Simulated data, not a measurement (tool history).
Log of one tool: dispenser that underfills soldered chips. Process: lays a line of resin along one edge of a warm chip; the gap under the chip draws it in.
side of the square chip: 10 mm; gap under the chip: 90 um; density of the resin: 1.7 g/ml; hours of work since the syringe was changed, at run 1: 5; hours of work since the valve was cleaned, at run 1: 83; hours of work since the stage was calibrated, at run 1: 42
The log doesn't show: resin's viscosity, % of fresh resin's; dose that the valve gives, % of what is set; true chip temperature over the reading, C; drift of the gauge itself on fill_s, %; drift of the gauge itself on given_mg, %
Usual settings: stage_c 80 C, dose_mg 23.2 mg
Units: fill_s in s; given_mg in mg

run	hour	stage_c	dose_mg	hours of work since the syringe was changed	hours of work since the valve was cleaned	hours of work since the stage was calibrated	fill_s	given_mg
1	0.0	80	23.2	5	83	42	33.7	21.50
# hour 5.0: new syringe of resin
2	5.1	80	23.2	0	87	45	23.9	21.80
3	10.3	80	23.2	4	90	49	30.8	21.62
4	12.7	80	23.2	6	92	51	34.2	21.42
# hour 16.6: new syringe of resin
5	17.4	92	23.2	1	96	54	13.7	21.27
6	19.6	91	23.2	2	97	56	17.1	21.27
7	23.5	91	23.2	5	100	59	19.5	21.22
8	27.0	91	23.2	8	103	61	23.8	21.22
# hour 28.3: new syringe of resin
9	31.9	80	29.0	3	106	65	27.5	26.47
10	35.1	76	23.2	5	108	67	40.4	21.08
11	38.7	76	23.2	8	111	70	48.2	20.98
# hour 40.4: new syringe of resin
12	42.3	76	23.2	1	113	72	31.2	21.23
13	46.4	76	23.2	4	116	75	38.6	21.00
14	49.8	80	20.1	7	119	78	38.9	18.10
# hour 52.4: new syringe of resin
15	52.9	80	24.3	0	121	80	24.2	21.94
# hour 56.4: dispensing valve cleaned and set on the balance
16	58.3	73	28.4	4	1	83	42.1	28.30
17	62.5	85	23.6	7	5	86	28.9	23.47
# hour 65.1: new syringe of resin
18	67.8	85	23.6	2	8	90	21.2	23.45
19	70.3	83	21.6	4	10	92	27.1	21.24
20	74.3	83	21.6	7	13	95	33.8	21.31
# hour 76.9: new syringe of resin
21	79.5	80	24.7	2	17	98	26.4	24.42
22	82.9	80	26.4	4	19	101	30.9	25.93
23	86.1	80	26.4	7	22	103	37.1	25.82

3 ways to go on from here, each from the tool as it stands after run 23. What would each give?
# hour 88.9: new syringe of resin
A	89.8	90	27.2	1	24	106	?	?
# hour 88.9: new syringe of resin
B	89.8	70	27.7	1	24	106	?	?
# hour 88.9: new syringe of resin
C	89.8	85	28.6	1	24	106	?	?

run	fill_s	given_mg
A	15.3	26.66
B	39.9	27.22
C	19.4	28.12
Without the tool's hidden state the same runs would have given:
run	fill_s	given_mg
A	14.3	27.25
B	37.2	27.82
C	18.2	28.74
